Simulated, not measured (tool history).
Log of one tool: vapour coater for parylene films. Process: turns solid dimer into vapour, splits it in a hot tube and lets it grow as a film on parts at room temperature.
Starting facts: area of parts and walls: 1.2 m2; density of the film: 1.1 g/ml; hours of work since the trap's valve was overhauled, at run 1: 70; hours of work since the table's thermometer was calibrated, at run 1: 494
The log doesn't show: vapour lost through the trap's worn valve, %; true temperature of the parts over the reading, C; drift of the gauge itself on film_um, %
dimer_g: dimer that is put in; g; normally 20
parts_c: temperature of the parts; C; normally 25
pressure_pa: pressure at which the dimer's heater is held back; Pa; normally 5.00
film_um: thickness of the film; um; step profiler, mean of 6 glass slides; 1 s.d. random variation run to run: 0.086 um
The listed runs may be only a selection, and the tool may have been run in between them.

| run | hour | dimer_g | parts_c | pressure_pa | hours of work since the trap's valve was overhauled | hours of work since the table's thermometer was calibrated | film_um |
|---|---|---|---|---|---|---|---|
| 1 | 0.0 | 20 | 25 | 5.00 | 70 | 494 | 11.92 |
| 2 | 30.7 | 20 | 25 | 4.57 | 85 | 509 | 11.94 |
| 3 | 50.5 | 17 | 25 | 5.00 | 94 | 518 | 10.00 |
| 4 | 79.1 | 17 | 25 | 5.00 | 108 | 532 | 9.91 |
| 5 | 106.8 | 17 | 25 | 5.00 | 122 | 546 | 9.93 |
| 6 | 134.6 | 17 | 25 | 5.00 | 136 | 559 | 9.85 |
| 7 | 165.4 | 17 | 25 | 5.00 | 151 | 574 | 9.96 |
| 8 | 197.3 | 20 | 25 | 4.64 | 166 | 590 | 11.68 |
| 9 | 228.5 | 20 | 25 | 4.64 | 182 | 605 | 11.59 |
| 10 | 246.5 | 34 | 25 | 5.00 | 190 | 614 | 19.73 |
| 11 | 267.9 | 34 | 25 | 5.00 | 201 | 625 | 19.62 |
| 12 | 286.1 | 34 | 25 | 5.00 | 210 | 634 | 19.43 |
| 13 | 314.3 | 34 | 25 | 5.00 | 224 | 647 | 19.93 |
| 14 | 331.6 | 20 | 25 | 5.00 | 232 | 656 | 11.57 |
| 15 | 357.7 | 20 | 24 | 5.00 | 245 | 669 | 11.94 |
| 16 | 392.8 | 20 | 18 | 5.00 | 262 | 686 | 14.02 |
| 17 | 425.6 | 20 | 25 | 2.18 | 278 | 702 | 12.21 |
| 18 | 449.9 | 20 | 25 | 2.18 | 290 | 714 | 12.10 |
| 19 | 484.8 | 20 | 25 | 9.05 | 307 | 731 | 10.88 |
| 20 | 511.2 | 20 | 25 | 9.05 | 320 | 744 | 10.82 |
| 21 | 543.9 | 20 | 25 | 9.05 | 336 | 760 | 10.82 |
| 22 | 579.6 | 20 | 25 | 4.65 | 353 | 777 | 11.40 |
| 23 | 606.2 | 20 | 25 | 5.00 | 366 | 790 | 11.37 |
| 24 | 634.7 | 20 | 21 | 4.88 | 380 | 804 | 12.90 |
|  | 650.2 | trap's valve overhauled |
| 25 | 665.2 | 20 | 21 | 4.88 | 7 | 817 | 13.78 |
| 26 | 689.1 | 20 | 18 | 9.02 | 19 | 829 | 14.62 |
| 27 | 711.1 | 24 | 25 | 2.39 | 30 | 840 | 15.02 |
| 28 | 729.7 | 20 | 33 | 7.22 | 39 | 849 | 8.81 |
| 29 | 751.1 | 20 | 25 | 7.66 | 49 | 859 | 11.72 |
| 30 | 782.5 | 15 | 20 | 7.66 | 65 | 875 | 10.36 |
| 31 | 801.2 | 20 | 19 | 5.00 | 74 | 884 | 14.66 |
| 32 | 831.9 | 12 | 29 | 2.60 | 89 | 899 | 6.51 |
| 33 | 860.6 | 32 | 29 | 2.64 | 103 | 913 | 17.02 |
| 34 | 892.3 | 32 | 29 | 2.64 | 119 | 928 | 17.20 |
| 35 | 921.1 | 24 | 29 | 6.10 | 133 | 942 | 12.18 |
| 36 | 946.8 | 23 | 37 | 3.47 | 145 | 955 | 9.12 |
| 37 | 977.1 | 23 | 37 | 3.47 | 160 | 970 | 9.16 |
| 38 | 1008.3 | 20 | 35 | 5.00 | 175 | 985 | 8.29 |
| 39 | 1029.4 | 19 | 35 | 4.13 | 186 | 995 | 8.04 |
| 40 | 1048.0 | 19 | 35 | 4.13 | 195 | 1005 | 7.94 |
| 41 | 1064.6 | 20 | 22 | 5.00 | 203 | 1013 | 13.13 |
| 42 | 1093.4 | 20 | 18 | 9.63 | 217 | 1027 | 14.19 |
| 43 | 1112.1 | 9 | 31 | 5.00 | 226 | 1036 | 4.21 |
| 44 | 1134.4 | 9 | 19 | 5.00 | 237 | 1047 | 6.44 |
| 45 | 1149.9 | 13 | 33 | 5.00 | 245 | 1054 | 5.72 |
| 46 | 1173.9 | 26 | 26 | 5.00 | 256 | 1066 | 14.61 |

Below, some changes in film_um between adjacent runs. For each, the amount present without the hidden state too (settings, incoming material, random variation) and the amount remaining for the hidden state with gauge scatter not shared by both compared results:
Run 15 -> 16: parts_c 24 -> 18. film_um +2.08 um: hidden state -0.42, all else +2.50.
Run 16 -> 17: parts_c 18 -> 25, pressure_pa 5.00 -> 2.18. film_um -1.81 um: hidden state +0.34, all else -2.15.
Run 24 -> 25: trap's valve overhauled. film_um +0.88 um: hidden state +0.95, all else -0.07.
Run 32 -> 33: dimer_g 12 -> 32, pressure_pa 2.60 -> 2.64. film_um +10.51 um: hidden state +0.06, all else +10.45.
Run 42 -> 43: dimer_g 20 -> 9, parts_c 18 -> 31, pressure_pa 9.63 -> 5.00. film_um -9.98 um: hidden state +0.10, all else -10.08.
Run 45 -> 46: dimer_g 13 -> 26, parts_c 33 -> 26. film_um +8.89 um: hidden state -0.16, all else +9.05.
